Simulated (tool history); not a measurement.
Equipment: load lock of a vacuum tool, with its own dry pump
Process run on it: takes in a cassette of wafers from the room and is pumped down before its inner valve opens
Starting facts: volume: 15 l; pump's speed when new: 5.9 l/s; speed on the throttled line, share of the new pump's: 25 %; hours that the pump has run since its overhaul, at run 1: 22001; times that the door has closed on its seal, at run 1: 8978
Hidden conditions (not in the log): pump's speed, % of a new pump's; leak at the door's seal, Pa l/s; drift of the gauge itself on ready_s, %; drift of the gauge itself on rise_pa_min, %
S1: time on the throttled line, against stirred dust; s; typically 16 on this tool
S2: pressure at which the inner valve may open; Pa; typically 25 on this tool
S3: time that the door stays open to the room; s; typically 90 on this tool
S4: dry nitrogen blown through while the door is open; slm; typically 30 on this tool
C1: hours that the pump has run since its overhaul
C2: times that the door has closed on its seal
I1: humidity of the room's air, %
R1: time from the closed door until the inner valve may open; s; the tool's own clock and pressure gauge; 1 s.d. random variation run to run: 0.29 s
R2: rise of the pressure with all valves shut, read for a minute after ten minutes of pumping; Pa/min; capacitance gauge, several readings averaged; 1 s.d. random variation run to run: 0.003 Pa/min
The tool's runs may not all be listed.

{"run": 1, "hour": 0.0, "S1": 16, "S2": 25, "S3": 90, "S4": 30, "C1": 22001, "C2": 8978, "I1": 43.2, "R1": 38.5, "R2": 0.043}
{"run": 2, "hour": 82.5, "S1": 16, "S2": 30, "S3": 90, "S4": 30, "C1": 22083, "C2": 9205, "I1": 44.7, "R1": 38.0, "R2": 0.046}
{"run": 3, "hour": 200.4, "S1": 16, "S2": 25, "S3": 90, "S4": 7, "C1": 22201, "C2": 9530, "I1": 44.4, "R1": 39.0, "R2": 0.077}
{"run": 4, "hour": 269.5, "S1": 16, "S2": 25, "S3": 90, "S4": 7, "C1": 22270, "C2": 9720, "I1": 43.4, "R1": 39.3, "R2": 0.071}
{"run": 5, "hour": 385.0, "S1": 16, "S2": 25, "S3": 90, "S4": 30, "C1": 22386, "C2": 10038, "I1": 43.1, "R1": 39.1, "R2": 0.041}
{"run": 6, "hour": 465.2, "S1": 16, "S2": 25, "S3": 90, "S4": 30, "C1": 22466, "C2": 10258, "I1": 43.3, "R1": 38.7, "R2": 0.046}
{"run": 7, "hour": 551.9, "S1": 16, "S2": 25, "S3": 90, "S4": 30, "C1": 22552, "C2": 10497, "I1": 44.7, "R1": 39.2, "R2": 0.051}
{"run": 8, "hour": 643.7, "S1": 16, "S2": 25, "S3": 90, "S4": 30, "C1": 22644, "C2": 10750, "I1": 47.6, "R1": 39.0, "R2": 0.045}
{"run": 9, "hour": 716.5, "S1": 16, "S2": 25, "S3": 200, "S4": 30, "C1": 22717, "C2": 10950, "I1": 46.6, "R1": 38.7, "R2": 0.055}
{"run": 10, "hour": 822.9, "S1": 16, "S2": 25, "S3": 200, "S4": 30, "C1": 22824, "C2": 11243, "I1": 45.9, "R1": 38.7, "R2": 0.054}
{"run": 11, "hour": 903.7, "S1": 16, "S2": 25, "S3": 200, "S4": 30, "C1": 22904, "C2": 11465, "I1": 45.3, "R1": 38.7, "R2": 0.057}
{"run": 12, "hour": 978.0, "S1": 16, "S2": 25, "S3": 200, "S4": 30, "C1": 22979, "C2": 11670, "I1": 45.8, "R1": 39.2, "R2": 0.058}
{"run": 13, "hour": 1104.3, "S1": 16, "S2": 25, "S3": 200, "S4": 30, "C1": 23105, "C2": 12017, "I1": 44.3, "R1": 39.3, "R2": 0.061}
{"run": 14, "hour": 1184.4, "S1": 16, "S2": 25, "S3": 90, "S4": 30, "C1": 23185, "C2": 12238, "I1": 45.7, "R1": 39.5, "R2": 0.05}
{"run": 15, "hour": 1244.6, "S1": 16, "S2": 25, "S3": 90, "S4": 30, "C1": 23245, "C2": 12403, "I1": 44.8, "R1": 38.9, "R2": 0.049}
{"run": 16, "hour": 1304.4, "S1": 16, "S2": 25, "S3": 90, "S4": 30, "C1": 23305, "C2": 12568, "I1": 43.1, "R1": 39.4, "R2": 0.055}
{"run": 17, "hour": 1417.1, "S1": 18, "S2": 25, "S3": 64, "S4": 30, "C1": 23418, "C2": 12878, "I1": 43.3, "R1": 39.8, "R2": 0.049}
{"hour": 1501.9, "done": "dry pump taken out, an overhauled one fitted"}
{"run": 18, "hour": 1518.1, "S1": 18, "S2": 25, "S3": 64, "S4": 30, "C1": 16, "C2": 13140, "I1": 47.1, "R1": 34.5, "R2": 0.055}
{"run": 19, "hour": 1664.4, "S1": 18, "S2": 25, "S3": 64, "S4": 30, "C1": 162, "C2": 13542, "I1": 47.6, "R1": 35.1, "R2": 0.053}
{"run": 20, "hour": 1804.3, "S1": 18, "S2": 25, "S3": 64, "S4": 40, "C1": 302, "C2": 13927, "I1": 44.8, "R1": 34.4, "R2": 0.052}
{"run": 21, "hour": 1886.4, "S1": 16, "S2": 25, "S3": 90, "S4": 11, "C1": 384, "C2": 14153, "I1": 43.8, "R1": 33.3, "R2": 0.076}
{"run": 22, "hour": 2021.1, "S1": 30, "S2": 44, "S3": 90, "S4": 30, "C1": 519, "C2": 14524, "I1": 44.5, "R1": 42.4, "R2": 0.065}
{"run": 23, "hour": 2116.4, "S1": 30, "S2": 44, "S3": 90, "S4": 30, "C1": 614, "C2": 14786, "I1": 43.8, "R1": 42.9, "R2": 0.053}
{"run": 24, "hour": 2253.1, "S1": 20, "S2": 25, "S3": 74, "S4": 41, "C1": 751, "C2": 15162, "I1": 45.2, "R1": 36.4, "R2": 0.051}
{"run": 25, "hour": 2349.2, "S1": 29, "S2": 25, "S3": 74, "S4": 5, "C1": 847, "C2": 15427, "I1": 45.5, "R1": 43.1, "R2": 0.092}
{"run": 26, "hour": 2463.7, "S1": 16, "S2": 41, "S3": 90, "S4": 30, "C1": 962, "C2": 15742, "I1": 45.1, "R1": 32.0, "R2": 0.061}
{"run": 27, "hour": 2550.1, "S1": 16, "S2": 20, "S3": 90, "S4": 38, "C1": 1048, "C2": 15980, "I1": 45.0, "R1": 33.7, "R2": 0.059}
{"run": 28, "hour": 2648.1, "S1": 16, "S2": 20, "S3": 90, "S4": 38, "C1": 1146, "C2": 16249, "I1": 44.5, "R1": 33.6, "R2": 0.057}
{"run": 29, "hour": 2726.3, "S1": 16, "S2": 20, "S3": 90, "S4": 38, "C1": 1224, "C2": 16465, "I1": 44.3, "R1": 34.1, "R2": 0.055}
{"run": 30, "hour": 2807.9, "S1": 16, "S2": 20, "S3": 90, "S4": 38, "C1": 1306, "C2": 16689, "I1": 43.8, "R1": 33.4, "R2": 0.058}
{"run": 31, "hour": 2919.5, "S1": 17, "S2": 25, "S3": 114, "S4": 15, "C1": 1418, "C2": 16996, "I1": 44.3, "R1": 33.9, "R2": 0.08}

Measured result minus the same run's result without the hidden state. Both carry the same run-to-run variation, though not necessarily the same gauge scatter:
run=1 R1=+5.4 R2=+0.016
run=2 R1=+5.2 R2=+0.017
run=3 R1=+5.4 R2=+0.017
run=4 R1=+5.4 R2=+0.018
run=5 R1=+5.5 R2=+0.019
run=6 R1=+5.5 R2=+0.019
run=7 R1=+5.5 R2=+0.020
run=8 R1=+5.5 R2=+0.021
run=9 R1=+5.5 R2=+0.021
run=10 R1=+5.5 R2=+0.022
run=11 R1=+5.6 R2=+0.023
run=12 R1=+5.6 R2=+0.022
run=13 R1=+5.7 R2=+0.024
run=14 R1=+5.7 R2=+0.025
run=15 R1=+5.6 R2=+0.025
run=16 R1=+5.7 R2=+0.025
run=17 R1=+5.6 R2=+0.027
run=18 R1=-0.2 R2=+0.027
run=19 R1=-0.2 R2=+0.028
run=20 R1=-0.2 R2=+0.029
run=21 R1=-0.2 R2=+0.030
run=22 R1=-0.1 R2=+0.031
run=23 R1=+0.0 R2=+0.031
run=24 R1=-0.1 R2=+0.032
run=25 R1=+0.0 R2=+0.033
run=26 R1=-0.1 R2=+0.034
run=27 R1=+0.0 R2=+0.034
run=28 R1=+0.0 R2=+0.035
run=29 R1=+0.0 R2=+0.036
run=30 R1=+0.0 R2=+0.038
run=31 R1=+0.0 R2=+0.038
